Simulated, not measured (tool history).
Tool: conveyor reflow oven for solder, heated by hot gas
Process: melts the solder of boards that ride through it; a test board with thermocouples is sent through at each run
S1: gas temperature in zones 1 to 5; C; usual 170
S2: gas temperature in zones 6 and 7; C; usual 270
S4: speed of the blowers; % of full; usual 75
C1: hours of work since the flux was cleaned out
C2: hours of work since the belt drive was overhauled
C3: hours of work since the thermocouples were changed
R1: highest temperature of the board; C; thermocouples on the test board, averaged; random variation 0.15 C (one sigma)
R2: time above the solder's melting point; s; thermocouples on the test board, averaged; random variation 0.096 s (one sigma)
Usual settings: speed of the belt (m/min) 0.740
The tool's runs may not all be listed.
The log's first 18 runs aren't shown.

run 19 day=17.004 | S1=159 S2=259 speed_of_the_belt_(m/min)=0.634 S4=61 | C1=38 C2=382 C3=78 | R1=238.6 R2=33.98
run 20 day=17.879 | S1=159 S2=259 speed_of_the_belt_(m/min)=0.634 S4=61 | C1=55 C2=398 C3=94 | R1=238.8 R2=33.84
run 21 day=19.179 | S1=159 S2=272 speed_of_the_belt_(m/min)=0.634 S4=61 | C1=79 C2=423 C3=119 | R1=249.6 R2=42.92
run 22 day=19.750 | S1=159 S2=272 speed_of_the_belt_(m/min)=0.634 S4=61 | C1=90 C2=434 C3=129 | R1=249.8 R2=42.94
run 23 day=21.050 | S1=159 S2=272 speed_of_the_belt_(m/min)=0.634 S4=61 | C1=115 C2=458 C3=154 | R1=249.5 R2=42.70
run 24 day=21.750 | S1=170 S2=279 speed_of_the_belt_(m/min)=0.754 S4=75 | C1=128 C2=471 C3=167 | R1=253.4 R2=40.10
-- day=22.133 flux residue cleaned out of gas plates and filters, once more
run 25 day=22.758 | S1=170 S2=281 speed_of_the_belt_(m/min)=0.740 S4=67 | C1=12 C2=487 C3=182 | R1=259.2 R2=44.22
run 26 day=24.133 | S1=170 S2=268 speed_of_the_belt_(m/min)=0.689 S4=54 | C1=38 C2=512 C3=208 | R1=246.6 R2=40.18
run 27 day=24.783 | S1=170 S2=270 speed_of_the_belt_(m/min)=0.644 S4=75 | C1=50 C2=525 C3=221 | R1=255.3 R2=50.33
run 28 day=25.846 | S1=170 S2=263 speed_of_the_belt_(m/min)=0.773 S4=87 | C1=70 C2=545 C3=241 | R1=245.4 R2=35.88
run 29 day=26.717 | S1=170 S2=263 speed_of_the_belt_(m/min)=0.773 S4=87 | C1=87 C2=561 C3=257 | R1=245.8 R2=35.64
run 30 day=27.538 | S1=170 S2=263 speed_of_the_belt_(m/min)=0.773 S4=87 | C1=102 C2=577 C3=273 | R1=245.4 R2=35.62

4 ways to go on from here, each from the tool as it stands after run 30. What would each give?
run A day=28.825 | S1=163 S2=267 speed_of_the_belt_(m/min)=0.773 S4=76 | C1=126 C2=601 C3=297 | R1=? R2=?
run B day=28.825 | S1=170 S2=263 speed_of_the_belt_(m/min)=0.773 S4=89 | C1=126 C2=601 C3=297 | R1=? R2=?
run C day=28.825 | S1=185 S2=270 speed_of_the_belt_(m/min)=0.712 S4=71 | C1=126 C2=601 C3=297 | R1=? R2=?
run D day=28.825 | S1=172 S2=263 speed_of_the_belt_(m/min)=0.699 S4=87 | C1=126 C2=601 C3=297 | R1=? R2=?

run=A R1=244.9 R2=33.34
run=B R1=245.7 R2=35.92
run=C R1=253.9 R2=48.31
run=D R1=248.8 R2=43.05
Without the tool's hidden state the same runs would have given:
run=A R1=246.1 R2=34.14
run=B R1=246.9 R2=36.69
run=C R1=254.9 R2=48.68
run=D R1=249.9 R2=43.67
